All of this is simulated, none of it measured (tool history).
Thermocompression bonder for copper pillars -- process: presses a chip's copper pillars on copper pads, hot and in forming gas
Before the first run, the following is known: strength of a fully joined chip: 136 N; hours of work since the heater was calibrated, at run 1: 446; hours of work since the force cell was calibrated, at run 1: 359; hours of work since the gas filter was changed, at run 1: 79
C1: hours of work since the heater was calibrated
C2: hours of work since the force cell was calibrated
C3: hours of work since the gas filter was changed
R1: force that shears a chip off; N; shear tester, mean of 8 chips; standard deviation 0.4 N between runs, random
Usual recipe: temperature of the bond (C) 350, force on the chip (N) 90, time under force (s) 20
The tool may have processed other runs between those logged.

{"run": 1, "day": 0.0, "temperature of the bond (C)": 350, "force on the chip (N)": 90, "time under force (s)": 20, "C1": 446, "C2": 359, "C3": 79, "R1": 73.4}
{"run": 2, "day": 1.108, "temperature of the bond (C)": 350, "force on the chip (N)": 126, "time under force (s)": 20, "C1": 459, "C2": 372, "C3": 93, "R1": 84.2}
{"run": 3, "day": 2.183, "temperature of the bond (C)": 350, "force on the chip (N)": 90, "time under force (s)": 20, "C1": 472, "C2": 385, "C3": 106, "R1": 74.5}
{"run": 4, "day": 2.912, "temperature of the bond (C)": 338, "force on the chip (N)": 90, "time under force (s)": 20, "C1": 481, "C2": 394, "C3": 115, "R1": 66.9}
{"run": 5, "day": 3.938, "temperature of the bond (C)": 338, "force on the chip (N)": 90, "time under force (s)": 20, "C1": 494, "C2": 407, "C3": 127, "R1": 66.7}
{"run": 6, "day": 4.812, "temperature of the bond (C)": 338, "force on the chip (N)": 90, "time under force (s)": 20, "C1": 504, "C2": 417, "C3": 138, "R1": 67.0}
{"run": 7, "day": 6.058, "temperature of the bond (C)": 338, "force on the chip (N)": 90, "time under force (s)": 20, "C1": 519, "C2": 432, "C3": 153, "R1": 67.2}
{"run": 8, "day": 7.05, "temperature of the bond (C)": 338, "force on the chip (N)": 90, "time under force (s)": 20, "C1": 531, "C2": 444, "C3": 165, "R1": 66.8}
{"run": 9, "day": 8.304, "temperature of the bond (C)": 331, "force on the chip (N)": 90, "time under force (s)": 37, "C1": 546, "C2": 459, "C3": 180, "R1": 77.8}
{"run": 10, "day": 9.521, "temperature of the bond (C)": 331, "force on the chip (N)": 90, "time under force (s)": 37, "C1": 561, "C2": 474, "C3": 195, "R1": 77.5}
{"run": 11, "day": 10.388, "temperature of the bond (C)": 344, "force on the chip (N)": 69, "time under force (s)": 16, "C1": 572, "C2": 484, "C3": 205, "R1": 58.8}
{"run": 12, "day": 11.512, "temperature of the bond (C)": 344, "force on the chip (N)": 69, "time under force (s)": 23, "C1": 585, "C2": 498, "C3": 219, "R1": 66.2}
{"run": 13, "day": 12.125, "temperature of the bond (C)": 352, "force on the chip (N)": 60, "time under force (s)": 60, "C1": 593, "C2": 505, "C3": 226, "R1": 90.6}
{"run": 14, "day": 13.333, "temperature of the bond (C)": 352, "force on the chip (N)": 60, "time under force (s)": 60, "C1": 607, "C2": 520, "C3": 241, "R1": 91.2}
{"run": 15, "day": 14.671, "temperature of the bond (C)": 328, "force on the chip (N)": 90, "time under force (s)": 20, "C1": 623, "C2": 536, "C3": 257, "R1": 61.5}

Alternative continuations, all from the tool just after run 15; predict every row:
{"run": "A", "day": 15.942, "temperature of the bond (C)": 341, "force on the chip (N)": 74, "time under force (s)": 21, "C1": 639, "C2": 552, "C3": 272, "R1": "?"}
{"run": "B", "day": 15.942, "temperature of the bond (C)": 328, "force on the chip (N)": 129, "time under force (s)": 20, "C1": 639, "C2": 552, "C3": 272, "R1": "?"}
{"run": "C", "day": 15.942, "temperature of the bond (C)": 328, "force on the chip (N)": 75, "time under force (s)": 20, "C1": 639, "C2": 552, "C3": 272, "R1": "?"}
{"run": "D", "day": 15.942, "temperature of the bond (C)": 328, "force on the chip (N)": 80, "time under force (s)": 20, "C1": 639, "C2": 552, "C3": 272, "R1": "?"}
{"run": "E", "day": 15.942, "temperature of the bond (C)": 328, "force on the chip (N)": 132, "time under force (s)": 30, "C1": 639, "C2": 552, "C3": 272, "R1": "?"}

run=A R1=65.3
run=B R1=72.5
run=C R1=56.9
run=D R1=58.0
run=E R1=83.2
Stripped of hidden state, with their random variation kept, the same runs would have yielded:
run=A R1=64.2
run=B R1=71.3
run=C R1=56.0
run=D R1=57.0
run=E R1=81.8
